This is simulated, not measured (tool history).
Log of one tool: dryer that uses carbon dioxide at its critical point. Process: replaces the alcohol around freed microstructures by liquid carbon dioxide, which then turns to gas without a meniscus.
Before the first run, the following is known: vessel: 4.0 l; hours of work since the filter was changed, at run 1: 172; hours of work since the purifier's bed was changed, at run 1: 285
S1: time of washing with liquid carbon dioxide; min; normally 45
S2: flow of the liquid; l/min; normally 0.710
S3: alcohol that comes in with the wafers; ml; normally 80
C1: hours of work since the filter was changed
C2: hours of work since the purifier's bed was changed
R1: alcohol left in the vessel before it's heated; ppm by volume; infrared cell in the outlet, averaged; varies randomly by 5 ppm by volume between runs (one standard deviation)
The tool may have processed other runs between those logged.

| run | day | S1 | S2 | S3 | C1 | C2 | R1 |
|---|---|---|---|---|---|---|---|
| 1 | 0.000 | 45 | 0.710 | 80 | 172 | 285 | 191 |
|  | 0.588 | inlet filter changed |
| 2 | 1.304 | 45 | 0.710 | 80 | 11 | 303 | 138 |
| 3 | 2.212 | 45 | 0.710 | 80 | 24 | 317 | 146 |
| 4 | 3.258 | 45 | 0.710 | 80 | 39 | 332 | 157 |
| 5 | 4.942 | 45 | 0.710 | 80 | 64 | 357 | 172 |
| 6 | 5.767 | 55 | 0.710 | 80 | 76 | 369 | 136 |
| 7 | 7.671 | 41 | 0.710 | 80 | 104 | 397 | 237 |
| 8 | 9.408 | 41 | 0.511 | 80 | 130 | 423 | 661 |
| 9 | 10.442 | 41 | 0.511 | 80 | 145 | 438 | 700 |
| 10 | 11.717 | 45 | 0.710 | 80 | 164 | 457 | 239 |
|  | 12.992 | inlet filter changed |
| 11 | 13.038 | 45 | 0.708 | 80 | 1 | 476 | 201 |
| 12 | 14.425 | 32 | 0.710 | 80 | 21 | 496 | 425 |
| 13 | 15.750 | 34 | 0.710 | 25 | 41 | 516 | 235 |
| 14 | 17.292 | 39 | 0.659 | 58 | 63 | 538 | 289 |
| 15 | 18.579 | 37 | 0.437 | 42 | 82 | 557 | 785 |
| 16 | 19.725 | 37 | 0.437 | 42 | 99 | 574 | 820 |
|  | 20.833 | purifier's bed changed |
| 17 | 20.833 | 37 | 0.437 | 42 | 114 | 0 | 656 |
| 18 | 22.558 | 37 | 0.437 | 42 | 139 | 25 | 704 |
| 19 | 24.171 | 61 | 0.547 | 71 | 163 | 49 | 92 |
|  | 25.442 | inlet filter changed |
| 20 | 25.846 | 43 | 1.036 | 78 | 6 | 73 | 37 |
| 21 | 27.100 | 49 | 1.151 | 40 | 24 | 92 | 41 |

What if the next run were any one of these 5? Each begins from the tool's condition after run 21:
| A | 28.500 | 29 | 0.875 | 24 | 45 | 112 | ? |
| B | 28.500 | 28 | 1.071 | 96 | 45 | 112 | ? |
| C | 28.500 | 31 | 0.710 | 97 | 45 | 112 | ? |
| D | 28.500 | 49 | 0.617 | 40 | 45 | 112 | ? |
| E | 28.500 | 49 | 0.639 | 97 | 45 | 112 | ? |

| run | R1 |
|---|---|
| A | 91 |
| B | 113 |
| C | 421 |
| D | 80 |
| E | 101 |
Without the tool's unlogged condition, the same runs would have read:
| run | R1 |
|---|---|
| A | 45 |
| B | 58 |
| C | 319 |
| D | 34 |
| E | 48 |

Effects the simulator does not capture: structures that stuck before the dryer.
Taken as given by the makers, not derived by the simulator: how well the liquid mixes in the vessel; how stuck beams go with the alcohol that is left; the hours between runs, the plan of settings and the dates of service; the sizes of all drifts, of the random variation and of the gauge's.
